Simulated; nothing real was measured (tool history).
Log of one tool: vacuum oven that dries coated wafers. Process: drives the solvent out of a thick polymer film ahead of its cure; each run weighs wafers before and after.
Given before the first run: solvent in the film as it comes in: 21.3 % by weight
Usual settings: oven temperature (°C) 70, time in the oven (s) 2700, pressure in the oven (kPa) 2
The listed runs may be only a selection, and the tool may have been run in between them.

{"run": 1, "hour": 0.0, "oven temperature (°C)": 70, "time in the oven (s)": 2700, "pressure in the oven (kPa)": 2, "solvent left in the film (%)": 2.62}
{"run": 2, "hour": 31.2, "oven temperature (°C)": 70, "time in the oven (s)": 2700, "pressure in the oven (kPa)": 2, "solvent left in the film (%)": 2.58}
{"run": 3, "hour": 46.1, "oven temperature (°C)": 70, "time in the oven (s)": 2700, "pressure in the oven (kPa)": 2, "solvent left in the film (%)": 2.56}
{"run": 4, "hour": 77.7, "oven temperature (°C)": 70, "time in the oven (s)": 3540, "pressure in the oven (kPa)": 2, "solvent left in the film (%)": 2.18}
{"run": 5, "hour": 91.9, "oven temperature (°C)": 70, "time in the oven (s)": 3540, "pressure in the oven (kPa)": 2, "solvent left in the film (%)": 2.1}
{"run": 6, "hour": 123.6, "oven temperature (°C)": 70, "time in the oven (s)": 3540, "pressure in the oven (kPa)": 2, "solvent left in the film (%)": 2.13}
{"run": 7, "hour": 147.3, "oven temperature (°C)": 70, "time in the oven (s)": 2700, "pressure in the oven (kPa)": 2, "solvent left in the film (%)": 2.54}
{"run": 8, "hour": 169.2, "oven temperature (°C)": 70, "time in the oven (s)": 2700, "pressure in the oven (kPa)": 2, "solvent left in the film (%)": 2.53}
{"run": 9, "hour": 196.7, "oven temperature (°C)": 70, "time in the oven (s)": 2700, "pressure in the oven (kPa)": 2, "solvent left in the film (%)": 2.68}
{"run": 10, "hour": 224.5, "oven temperature (°C)": 70, "time in the oven (s)": 2700, "pressure in the oven (kPa)": 2, "solvent left in the film (%)": 2.57}
{"run": 11, "hour": 252.5, "oven temperature (°C)": 70, "time in the oven (s)": 2700, "pressure in the oven (kPa)": 2, "solvent left in the film (%)": 2.51}
{"run": 12, "hour": 271.0, "oven temperature (°C)": 70, "time in the oven (s)": 2700, "pressure in the oven (kPa)": 2, "solvent left in the film (%)": 2.63}
{"run": 13, "hour": 290.4, "oven temperature (°C)": 70, "time in the oven (s)": 2700, "pressure in the oven (kPa)": 2, "solvent left in the film (%)": 2.57}
{"run": 14, "hour": 313.6, "oven temperature (°C)": 70, "time in the oven (s)": 2700, "pressure in the oven (kPa)": 2, "solvent left in the film (%)": 2.61}
{"run": 15, "hour": 332.3, "oven temperature (°C)": 70, "time in the oven (s)": 2700, "pressure in the oven (kPa)": 2, "solvent left in the film (%)": 2.55}
{"run": 16, "hour": 361.5, "oven temperature (°C)": 70, "time in the oven (s)": 2700, "pressure in the oven (kPa)": 2, "solvent left in the film (%)": 2.66}
{"run": 17, "hour": 381.6, "oven temperature (°C)": 70, "time in the oven (s)": 2700, "pressure in the oven (kPa)": 2, "solvent left in the film (%)": 2.56}
{"run": 18, "hour": 413.4, "oven temperature (°C)": 70, "time in the oven (s)": 2700, "pressure in the oven (kPa)": 2.42, "solvent left in the film (%)": 2.95}
{"run": 19, "hour": 445.9, "oven temperature (°C)": 70, "time in the oven (s)": 2700, "pressure in the oven (kPa)": 6.08, "solvent left in the film (%)": 6.21}
{"run": 20, "hour": 460.8, "oven temperature (°C)": 70, "time in the oven (s)": 2700, "pressure in the oven (kPa)": 7.15, "solvent left in the film (%)": 7.25}
{"run": 21, "hour": 474.1, "oven temperature (°C)": 70, "time in the oven (s)": 2700, "pressure in the oven (kPa)": 2, "solvent left in the film (%)": 2.57}
{"run": 22, "hour": 504.3, "oven temperature (°C)": 70, "time in the oven (s)": 2700, "pressure in the oven (kPa)": 2, "solvent left in the film (%)": 2.63}
{"run": 23, "hour": 524.7, "oven temperature (°C)": 70, "time in the oven (s)": 4020, "pressure in the oven (kPa)": 2, "solvent left in the film (%)": 2.12}
{"run": 24, "hour": 553.3, "oven temperature (°C)": 70, "time in the oven (s)": 4020, "pressure in the oven (kPa)": 4.17, "solvent left in the film (%)": 4.26}
{"run": 25, "hour": 573.4, "oven temperature (°C)": 70, "time in the oven (s)": 4020, "pressure in the oven (kPa)": 4.17, "solvent left in the film (%)": 4.1}
{"run": 26, "hour": 594.4, "oven temperature (°C)": 63, "time in the oven (s)": 2700, "pressure in the oven (kPa)": 1.02, "solvent left in the film (%)": 3.72}
{"run": 27, "hour": 615.8, "oven temperature (°C)": 70, "time in the oven (s)": 2700, "pressure in the oven (kPa)": 7.29, "solvent left in the film (%)": 7.4}
{"run": 28, "hour": 642.1, "oven temperature (°C)": 70, "time in the oven (s)": 3120, "pressure in the oven (kPa)": 2.04, "solvent left in the film (%)": 2.4}
{"run": 29, "hour": 660.1, "oven temperature (°C)": 69, "time in the oven (s)": 3120, "pressure in the oven (kPa)": 7.31, "solvent left in the film (%)": 7.61}
{"run": 30, "hour": 684.2, "oven temperature (°C)": 58, "time in the oven (s)": 2160, "pressure in the oven (kPa)": 2.96, "solvent left in the film (%)": 9.23}
{"run": 31, "hour": 699.4, "oven temperature (°C)": 70, "time in the oven (s)": 1440, "pressure in the oven (kPa)": 6.11, "solvent left in the film (%)": 7.99}
{"run": 32, "hour": 730.9, "oven temperature (°C)": 75, "time in the oven (s)": 3000, "pressure in the oven (kPa)": 4.06, "solvent left in the film (%)": 3.25}
{"run": 33, "hour": 754.0, "oven temperature (°C)": 70, "time in the oven (s)": 2160, "pressure in the oven (kPa)": 1.4, "solvent left in the film (%)": 2.7}
{"run": 34, "hour": 782.2, "oven temperature (°C)": 70, "time in the oven (s)": 3480, "pressure in the oven (kPa)": 1.1, "solvent left in the film (%)": 1.3}
{"run": 35, "hour": 798.0, "oven temperature (°C)": 60, "time in the oven (s)": 4320, "pressure in the oven (kPa)": 5.85, "solvent left in the film (%)": 9.53}
{"run": 36, "hour": 825.5, "oven temperature (°C)": 78, "time in the oven (s)": 4740, "pressure in the oven (kPa)": 1.13, "solvent left in the film (%)": 0.77}
{"run": 37, "hour": 838.8, "oven temperature (°C)": 78, "time in the oven (s)": 4800, "pressure in the oven (kPa)": 1.13, "solvent left in the film (%)": 0.69}
{"run": 38, "hour": 855.6, "oven temperature (°C)": 73, "time in the oven (s)": 2700, "pressure in the oven (kPa)": 2, "solvent left in the film (%)": 1.99}
{"run": 39, "hour": 876.4, "oven temperature (°C)": 69, "time in the oven (s)": 2700, "pressure in the oven (kPa)": 1.37, "solvent left in the film (%)": 2.35}
{"run": 40, "hour": 896.1, "oven temperature (°C)": 77, "time in the oven (s)": 1980, "pressure in the oven (kPa)": 1.37, "solvent left in the film (%)": 1.37}
{"run": 41, "hour": 914.2, "oven temperature (°C)": 77, "time in the oven (s)": 1980, "pressure in the oven (kPa)": 1.37, "solvent left in the film (%)": 1.33}
{"run": 42, "hour": 929.5, "oven temperature (°C)": 63, "time in the oven (s)": 2940, "pressure in the oven (kPa)": 4.61, "solvent left in the film (%)": 7.48}
{"run": 43, "hour": 954.0, "oven temperature (°C)": 70, "time in the oven (s)": 2100, "pressure in the oven (kPa)": 3.43, "solvent left in the film (%)": 4.46}
{"run": 44, "hour": 975.8, "oven temperature (°C)": 65, "time in the oven (s)": 1560, "pressure in the oven (kPa)": 5.94, "solvent left in the film (%)": 10.33}
{"run": 45, "hour": 997.2, "oven temperature (°C)": 72, "time in the oven (s)": 2700, "pressure in the oven (kPa)": 2, "solvent left in the film (%)": 2.1}
{"run": 46, "hour": 1029.0, "oven temperature (°C)": 72, "time in the oven (s)": 2700, "pressure in the oven (kPa)": 2, "solvent left in the film (%)": 2.25}
{"run": 47, "hour": 1057.0, "oven temperature (°C)": 70, "time in the oven (s)": 1800, "pressure in the oven (kPa)": 1.75, "solvent left in the film (%)": 3.64}

Missing from the log above: 1 entry noted between runs. For each, name the pair of listed runs it sits between and say how the tool's hidden condition differs from the listed run just before to the listed run just after:
After run 8, before run 9: oven's thermocouples calibrated (hour 196.7)
  true wafer temperature over the reading, C: -0.03 -> 0.01
